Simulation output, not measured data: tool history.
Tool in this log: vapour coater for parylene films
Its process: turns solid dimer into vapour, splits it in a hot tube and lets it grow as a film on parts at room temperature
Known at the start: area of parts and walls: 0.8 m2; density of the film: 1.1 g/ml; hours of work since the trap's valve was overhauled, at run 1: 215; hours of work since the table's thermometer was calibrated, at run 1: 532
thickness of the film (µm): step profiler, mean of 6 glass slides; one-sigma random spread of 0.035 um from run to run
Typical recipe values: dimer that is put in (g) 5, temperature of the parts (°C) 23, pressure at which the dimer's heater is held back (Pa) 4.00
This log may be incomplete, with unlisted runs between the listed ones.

run	hour	dimer that is put in (g)	temperature of the parts (°C)	pressure at which the dimer's heater is held back (Pa)	hours of work since the trap's valve was overhauled	hours of work since the table's thermometer was calibrated	thickness of the film (µm)
1	0.0	5	23	4.00	215	532	3.35
2	40.6	5	21	4.00	233	549	3.40
3	71.5	5	21	4.00	246	562	3.38
4	110.0	5	21	4.00	262	578	3.42
5	137.7	5	23	4.00	274	590	3.30
6	164.4	5	23	4.00	285	601	3.23
7	201.1	5	23	4.00	300	617	3.20
8	230.4	5	23	4.00	313	629	3.24
9	250.2	5	23	4.00	321	637	3.19
10	280.3	5	23	4.00	334	650	3.19
11	315.0	5	23	4.00	348	665	3.16
12	362.9	5	23	4.00	369	685	3.17
13	393.3	5	23	4.00	381	698	3.09
# hour 424.7: trap's valve overhauled
14	444.9	5	23	4.00	9	718	3.59
15	470.9	5	23	4.00	19	729	3.60
16	494.8	5	23	4.00	30	739	3.52
17	536.9	5	23	4.00	47	757	3.57
18	562.8	5	23	4.00	58	768	3.51
19	589.1	5	23	4.44	69	779	3.47
20	634.9	5	23	4.44	89	798	3.40
21	657.0	5	23	4.00	98	807	3.57
22	695.1	3	23	4.00	114	824	2.07
23	733.9	3	23	4.00	131	840	2.04
24	758.8	5	23	4.00	141	850	3.39
25	805.1	7	28	4.00	161	870	4.44
26	832.1	9	18	2.01	172	881	7.38
27	860.2	4	20	5.42	184	893	2.68
28	879.8	4	20	5.42	192	902	2.70
29	926.5	5	22	4.04	212	921	3.36
30	955.4	5	22	4.04	224	933	3.34
31	990.0	4	31	2.45	239	948	2.46
32	1033.2	7	28	6.25	257	966	3.90
33	1059.0	5	20	3.85	268	977	3.45
34	1105.6	9	17	6.37	287	997	5.96
35	1130.3	9	17	6.37	298	1007	5.97
36	1169.2	5	22	2.77	314	1024	3.43
37	1209.3	5	25	3.25	331	1041	3.17
38	1253.3	7	28	4.00	350	1059	4.05
39	1277.1	7	28	4.00	360	1069	3.99
40	1305.0	4	23	4.00	372	1081	2.56
41	1349.6	4	23	4.00	390	1100	2.48
# hour 1361.5: trap's valve overhauled
42	1395.6	7	22	5.82	14	1118	4.83
43	1430.9	7	22	5.82	29	1132	4.89
44	1475.6	7	17	4.00	48	1151	5.47
45	1506.9	7	17	4.00	61	1165	5.51
46	1551.9	3	20	2.40	80	1184	2.36
47	1590.3	2	20	2.94	97	1200	1.53

Alternative continuations, all from the tool just after run 47; predict every row:
A	1613.2	7	20	2.94	106	1209	?
B	1613.2	2	20	6.17	106	1209	?
C	1613.2	8	16	11.90	106	1209	?
D	1613.2	7	20	5.21	106	1209	?

run	thickness of the film (µm)
A	5.32
B	1.39
C	5.32
D	4.89
What these runs would have given with no unlogged condition in the tool:
run	thickness of the film (µm)
A	5.49
B	1.44
C	5.49
D	5.05

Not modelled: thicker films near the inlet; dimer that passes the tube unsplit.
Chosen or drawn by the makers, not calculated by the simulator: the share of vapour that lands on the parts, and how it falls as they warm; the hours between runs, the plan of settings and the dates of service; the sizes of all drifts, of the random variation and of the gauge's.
